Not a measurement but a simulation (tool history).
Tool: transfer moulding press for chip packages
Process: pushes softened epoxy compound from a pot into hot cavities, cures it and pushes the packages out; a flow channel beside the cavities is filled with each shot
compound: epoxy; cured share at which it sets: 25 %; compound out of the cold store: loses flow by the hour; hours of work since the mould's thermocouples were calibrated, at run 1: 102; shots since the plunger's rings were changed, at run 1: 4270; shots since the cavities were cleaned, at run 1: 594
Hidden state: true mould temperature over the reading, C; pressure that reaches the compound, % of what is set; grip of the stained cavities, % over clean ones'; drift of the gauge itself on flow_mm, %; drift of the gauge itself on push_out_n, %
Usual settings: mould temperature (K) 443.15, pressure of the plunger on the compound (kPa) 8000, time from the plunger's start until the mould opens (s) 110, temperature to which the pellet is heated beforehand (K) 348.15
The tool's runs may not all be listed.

run,hour,mould temperature (K),pressure of the plunger on the compound (kPa),time from the plunger's start until the mould opens (s),temperature to which the pellet is heated beforehand (K),hours of work since the mould's thermocouples were calibrated,shots since the plunger's rings were changed,shots since the cavities were cleaned,incoming compound's hours out of the cold store,length that the compound runs in the flow channel (mm),greatest force on the pins that push the packages out (N)
1,0,443.15,8000,110,348.15,102,4270,594,29.4,901,509
2,9.9,443.15,8000,110,338.15,110,4390,714,26.7,910,532
# hour 18.6: plunger's sealing rings changed
# hour 23: cavities cleaned with cleaning compound and waxed
3,28.4,443.15,8000,110,338.15,121,101,66,46.5,836,554
4,39.4,443.15,8000,110,338.15,129,234,199,26.3,976,606
5,53.4,443.15,8000,110,350.15,140,404,369,40.3,864,593
6,66.7,443.15,8000,110,347.15,150,564,529,24.7,982,619
7,76.4,443.15,8000,110,347.15,157,682,647,12.6,1079,634
# hour 92.9: cavities cleaned with cleaning compound and waxed
8,93,443.15,8000,110,347.15,169,865,1,37.1,887,350
9,101.8,443.15,8000,110,347.15,176,972,108,35,902,374
10,113.5,443.15,8000,110,347.15,184,1114,250,25.1,967,431
# hour 120.5: cavities cleaned with cleaning compound and waxed, once more
11,128.8,443.15,8000,125,348.15,195,1280,100,39.2,874,342
12,144,443.15,8000,110,348.15,207,1465,285,19.3,1011,457
13,163.4,443.15,6410,112,348.15,221,1699,519,25.9,854,493
14,175,443.15,8000,139,348.15,230,1839,659,36.5,883,472
15,186.4,443.15,8000,142,348.15,239,1978,798,46.9,819,504
# hour 191: cavities cleaned with cleaning compound and waxed
16,198.1,443.15,8000,142,348.15,247,2102,87,13,1047,344
17,212.2,436.15,6370,101,342.15,257,2272,257,11.2,974,853
18,220.6,443.15,8850,110,353.15,264,2374,359,44.3,857,443
19,240.1,443.15,9490,104,339.15,279,2610,595,16.1,1104,568
20,254.4,449.15,8000,93,348.15,289,2783,768,31,893,505
# hour 261.3: cavities cleaned with cleaning compound and waxed
21,267.1,443.15,6960,110,343.15,298,2918,69,27.4,863,398
22,279.3,436.15,6610,110,358.15,307,3067,218,8.2,1000,663
23,294.6,439.15,8000,110,348.15,319,3252,403,34.7,886,524
24,312.5,437.15,7790,103,348.15,333,3469,620,24.2,957,797

3 ways to go on from here, each from the tool as it stands after run 24. What would each give?
A,322,437.15,7790,103,341.15,340,3583,734,33.9,?,?
B,322,441.15,7810,120,348.15,340,3583,734,9.2,?,?
C,322,443.15,8000,115,347.15,340,3583,734,21.6,?,?

run,length that the compound runs in the flow channel (mm),greatest force on the pins that push the packages out (N)
A,875,781
B,1058,540
C,956,528
Without the tool's hidden state the same runs would have given:
run,length that the compound runs in the flow channel (mm),greatest force on the pins that push the packages out (N)
A,929,511
B,1123,356
C,1015,348
